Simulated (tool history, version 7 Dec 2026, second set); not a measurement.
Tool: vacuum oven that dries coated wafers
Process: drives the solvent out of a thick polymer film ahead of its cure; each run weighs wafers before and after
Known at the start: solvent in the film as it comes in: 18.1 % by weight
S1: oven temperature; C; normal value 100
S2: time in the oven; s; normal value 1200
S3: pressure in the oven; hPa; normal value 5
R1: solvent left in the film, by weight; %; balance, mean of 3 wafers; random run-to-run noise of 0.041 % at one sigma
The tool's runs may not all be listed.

run 1 hour=0 | S1=100 S2=1200 S3=5 | R1=1
run 2 hour=9.4 | S1=100 S2=1200 S3=5 | R1=1.04
run 3 hour=23.9 | S1=100 S2=1200 S3=5 | R1=1.04
run 4 hour=35.3 | S1=98 S2=1200 S3=5 | R1=1.32
run 5 hour=49.2 | S1=85 S2=1200 S3=5 | R1=3.8
run 6 hour=56.1 | S1=100 S2=1200 S3=5 | R1=1.12
run 7 hour=69.3 | S1=100 S2=1200 S3=5 | R1=1.01
run 8 hour=80.3 | S1=100 S2=1200 S3=3.6 | R1=0.93
run 9 hour=88.3 | S1=100 S2=1200 S3=3.6 | R1=1
run 10 hour=95.6 | S1=97 S2=1200 S3=5 | R1=1.42
run 11 hour=101.7 | S1=100 S2=960 S3=5 | R1=1.5
run 12 hour=114 | S1=100 S2=960 S3=5 | R1=1.56
run 13 hour=125.1 | S1=100 S2=1260 S3=5 | R1=0.98
run 14 hour=139.4 | S1=100 S2=1200 S3=5 | R1=1.07
run 15 hour=152.8 | S1=100 S2=1200 S3=5 | R1=1.07
run 16 hour=162.5 | S1=92 S2=1200 S3=5 | R1=2.12
run 17 hour=171.8 | S1=100 S2=1200 S3=5 | R1=1.15
run 18 hour=183.7 | S1=100 S2=1200 S3=5 | R1=1.05
run 19 hour=195.9 | S1=100 S2=1200 S3=7.39 | R1=1.22
run 20 hour=210.1 | S1=100 S2=1200 S3=7.39 | R1=1.36
-- hour=212.9 oven's thermocouples calibrated
run 21 hour=222.8 | S1=100 S2=1200 S3=7.39 | R1=1.19
run 22 hour=231.2 | S1=100 S2=1200 S3=5 | R1=1.05
run 23 hour=242.1 | S1=100 S2=1200 S3=5 | R1=1.03
run 24 hour=256.6 | S1=100 S2=1200 S3=4.78 | R1=1
run 25 hour=263.7 | S1=100 S2=1200 S3=4.78 | R1=1.07
run 26 hour=270.4 | S1=112 S2=2160 S3=3.11 | R1=0.28
run 27 hour=283.2 | S1=112 S2=2160 S3=3.11 | R1=0.28
-- hour=296.5 oven's thermocouples calibrated, once more
run 28 hour=296.9 | S1=112 S2=2160 S3=3.11 | R1=0.33
run 29 hour=306.2 | S1=100 S2=1140 S3=3.94 | R1=1.22
run 30 hour=319 | S1=109 S2=1740 S3=5.53 | R1=0.46
run 31 hour=328.7 | S1=100 S2=660 S3=2.54 | R1=3.03
run 32 hour=338.7 | S1=110 S2=660 S3=5 | R1=1.4
run 33 hour=347.6 | S1=110 S2=660 S3=5 | R1=1.37
run 34 hour=361.1 | S1=100 S2=1980 S3=5.06 | R1=0.7
run 35 hour=368.5 | S1=100 S2=1980 S3=5.06 | R1=0.7
run 36 hour=379.4 | S1=100 S2=1980 S3=5.06 | R1=0.66
run 37 hour=388.3 | S1=113 S2=1200 S3=8.86 | R1=0.58
run 38 hour=403.4 | S1=98 S2=900 S3=2.64 | R1=2.15
run 39 hour=415.9 | S1=98 S2=900 S3=2.64 | R1=2.2
run 40 hour=422.3 | S1=114 S2=1500 S3=3.6 | R1=0.31
run 41 hour=428.7 | S1=114 S2=1500 S3=3.6 | R1=0.32
run 42 hour=441.7 | S1=91 S2=1680 S3=5.22 | R1=1.67
run 43 hour=456.8 | S1=91 S2=1680 S3=5.22 | R1=1.76
run 44 hour=469.7 | S1=100 S2=1080 S3=6.83 | R1=1.64
run 45 hour=481.3 | S1=106 S2=1200 S3=6.58 | R1=0.86
run 46 hour=495.8 | S1=96 S2=1560 S3=2.58 | R1=0.97
run 47 hour=503.6 | S1=96 S2=600 S3=2.58 | R1=4.5

Each row is a separate what-if for the run after 47, all from the same tool condition, not one after another. Results?
run A hour=517.2 | S1=110 S2=600 S3=13.59 | R1=?
run B hour=517.2 | S1=112 S2=600 S3=2.58 | R1=?
run C hour=517.2 | S1=100 S2=1200 S3=19.36 | R1=?
run D hour=517.2 | S1=96 S2=1200 S3=2.58 | R1=?

run=A R1=2.11
run=B R1=1.3
run=C R1=2.42
run=D R1=1.59
Stripped of hidden state, with their random variation kept, the same runs would have yielded:
run=A R1=2.11
run=B R1=1.27
run=C R1=2.34
run=D R1=1.49
